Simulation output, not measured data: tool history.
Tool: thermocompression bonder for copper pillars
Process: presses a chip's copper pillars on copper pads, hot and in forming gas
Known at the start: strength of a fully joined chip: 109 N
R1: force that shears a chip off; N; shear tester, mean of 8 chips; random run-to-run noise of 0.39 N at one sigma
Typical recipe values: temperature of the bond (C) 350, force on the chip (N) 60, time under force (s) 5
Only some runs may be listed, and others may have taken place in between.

run 1 hour=0.0 | temperature_of_the_bond_(C)=350 force_on_the_chip_(N)=60 time_under_force_(s)=5 | R1=64.2
run 2 hour=51.4 | temperature_of_the_bond_(C)=350 force_on_the_chip_(N)=60 time_under_force_(s)=5 | R1=63.1
run 3 hour=102.3 | temperature_of_the_bond_(C)=350 force_on_the_chip_(N)=60 time_under_force_(s)=5 | R1=63.0
run 4 hour=138.1 | temperature_of_the_bond_(C)=350 force_on_the_chip_(N)=60 time_under_force_(s)=5 | R1=62.6
run 5 hour=164.3 | temperature_of_the_bond_(C)=350 force_on_the_chip_(N)=60 time_under_force_(s)=5 | R1=62.8
run 6 hour=208.2 | temperature_of_the_bond_(C)=350 force_on_the_chip_(N)=60 time_under_force_(s)=5 | R1=63.1
-- hour=227.5 forming gas filter changed
run 7 hour=246.3 | temperature_of_the_bond_(C)=350 force_on_the_chip_(N)=60 time_under_force_(s)=5 | R1=68.3
run 8 hour=269.7 | temperature_of_the_bond_(C)=350 force_on_the_chip_(N)=60 time_under_force_(s)=5 | R1=68.3
run 9 hour=300.3 | temperature_of_the_bond_(C)=350 force_on_the_chip_(N)=60 time_under_force_(s)=5 | R1=67.4
run 10 hour=337.3 | temperature_of_the_bond_(C)=350 force_on_the_chip_(N)=60 time_under_force_(s)=5 | R1=68.1
run 11 hour=369.4 | temperature_of_the_bond_(C)=350 force_on_the_chip_(N)=60 time_under_force_(s)=5 | R1=67.2
run 12 hour=411.6 | temperature_of_the_bond_(C)=351 force_on_the_chip_(N)=60 time_under_force_(s)=5 | R1=67.2
run 13 hour=458.2 | temperature_of_the_bond_(C)=351 force_on_the_chip_(N)=60 time_under_force_(s)=4 | R1=63.1
run 14 hour=487.0 | temperature_of_the_bond_(C)=350 force_on_the_chip_(N)=60 time_under_force_(s)=10 | R1=79.7
run 15 hour=513.9 | temperature_of_the_bond_(C)=350 force_on_the_chip_(N)=60 time_under_force_(s)=5 | R1=66.6
run 16 hour=535.1 | temperature_of_the_bond_(C)=350 force_on_the_chip_(N)=60 time_under_force_(s)=5 | R1=66.4
-- hour=540.3 force cell calibrated
run 17 hour=568.6 | temperature_of_the_bond_(C)=350 force_on_the_chip_(N)=80 time_under_force_(s)=5 | R1=79.6
run 18 hour=593.4 | temperature_of_the_bond_(C)=350 force_on_the_chip_(N)=60 time_under_force_(s)=5 | R1=65.0
run 19 hour=632.0 | temperature_of_the_bond_(C)=350 force_on_the_chip_(N)=60 time_under_force_(s)=5 | R1=65.3
run 20 hour=671.9 | temperature_of_the_bond_(C)=350 force_on_the_chip_(N)=39 time_under_force_(s)=5 | R1=43.8
run 21 hour=715.1 | temperature_of_the_bond_(C)=350 force_on_the_chip_(N)=52 time_under_force_(s)=12 | R1=74.5
run 22 hour=764.5 | temperature_of_the_bond_(C)=350 force_on_the_chip_(N)=68 time_under_force_(s)=7 | R1=76.9
run 23 hour=788.5 | temperature_of_the_bond_(C)=350 force_on_the_chip_(N)=68 time_under_force_(s)=7 | R1=75.9
-- hour=815.2 force cell calibrated, once more
run 24 hour=841.3 | temperature_of_the_bond_(C)=373 force_on_the_chip_(N)=68 time_under_force_(s)=7 | R1=88.1
run 25 hour=889.4 | temperature_of_the_bond_(C)=367 force_on_the_chip_(N)=74 time_under_force_(s)=4 | R1=80.1
run 26 hour=929.4 | temperature_of_the_bond_(C)=350 force_on_the_chip_(N)=61 time_under_force_(s)=5 | R1=67.8
run 27 hour=976.1 | temperature_of_the_bond_(C)=330 force_on_the_chip_(N)=61 time_under_force_(s)=3 | R1=48.8
-- hour=1024.1 forming gas filter changed
run 28 hour=1024.1 | temperature_of_the_bond_(C)=330 force_on_the_chip_(N)=61 time_under_force_(s)=3 | R1=52.9
run 29 hour=1073.2 | temperature_of_the_bond_(C)=350 force_on_the_chip_(N)=65 time_under_force_(s)=6 | R1=79.4
run 30 hour=1106.3 | temperature_of_the_bond_(C)=324 force_on_the_chip_(N)=41 time_under_force_(s)=5 | R1=40.5
run 31 hour=1150.2 | temperature_of_the_bond_(C)=350 force_on_the_chip_(N)=48 time_under_force_(s)=5 | R1=59.2
run 32 hour=1183.0 | temperature_of_the_bond_(C)=350 force_on_the_chip_(N)=48 time_under_force_(s)=5 | R1=59.1
run 33 hour=1219.0 | temperature_of_the_bond_(C)=342 force_on_the_chip_(N)=48 time_under_force_(s)=10 | R1=68.2
run 34 hour=1268.1 | temperature_of_the_bond_(C)=325 force_on_the_chip_(N)=48 time_under_force_(s)=8 | R1=55.6
run 35 hour=1309.7 | temperature_of_the_bond_(C)=325 force_on_the_chip_(N)=48 time_under_force_(s)=8 | R1=55.3
run 36 hour=1331.8 | temperature_of_the_bond_(C)=335 force_on_the_chip_(N)=37 time_under_force_(s)=8 | R1=47.6
-- hour=1364.9 heater calibrated with a thermocouple chip
run 37 hour=1378.4 | temperature_of_the_bond_(C)=335 force_on_the_chip_(N)=51 time_under_force_(s)=13 | R1=64.8
run 38 hour=1410.2 | temperature_of_the_bond_(C)=367 force_on_the_chip_(N)=60 time_under_force_(s)=3 | R1=59.9
run 39 hour=1461.8 | temperature_of_the_bond_(C)=359 force_on_the_chip_(N)=41 time_under_force_(s)=5 | R1=47.2

Each row is a separate what-if for the run after 39, all from the same tool condition, not one after another. Results?
run A hour=1511.8 | temperature_of_the_bond_(C)=359 force_on_the_chip_(N)=41 time_under_force_(s)=5 | R1=?
run B hour=1511.8 | temperature_of_the_bond_(C)=349 force_on_the_chip_(N)=41 time_under_force_(s)=7 | R1=?
run C hour=1511.8 | temperature_of_the_bond_(C)=326 force_on_the_chip_(N)=47 time_under_force_(s)=5 | R1=?
run D hour=1511.8 | temperature_of_the_bond_(C)=375 force_on_the_chip_(N)=37 time_under_force_(s)=13 | R1=?
run E hour=1511.8 | temperature_of_the_bond_(C)=373 force_on_the_chip_(N)=59 time_under_force_(s)=5 | R1=?

run=A R1=47.2
run=B R1=49.3
run=C R1=39.4
run=D R1=67.0
run=E R1=71.5
Had the tool no hidden state, the same runs would have come out as:
run=A R1=49.7
run=B R1=51.9
run=C R1=41.5
run=D R1=70.6
run=E R1=75.2
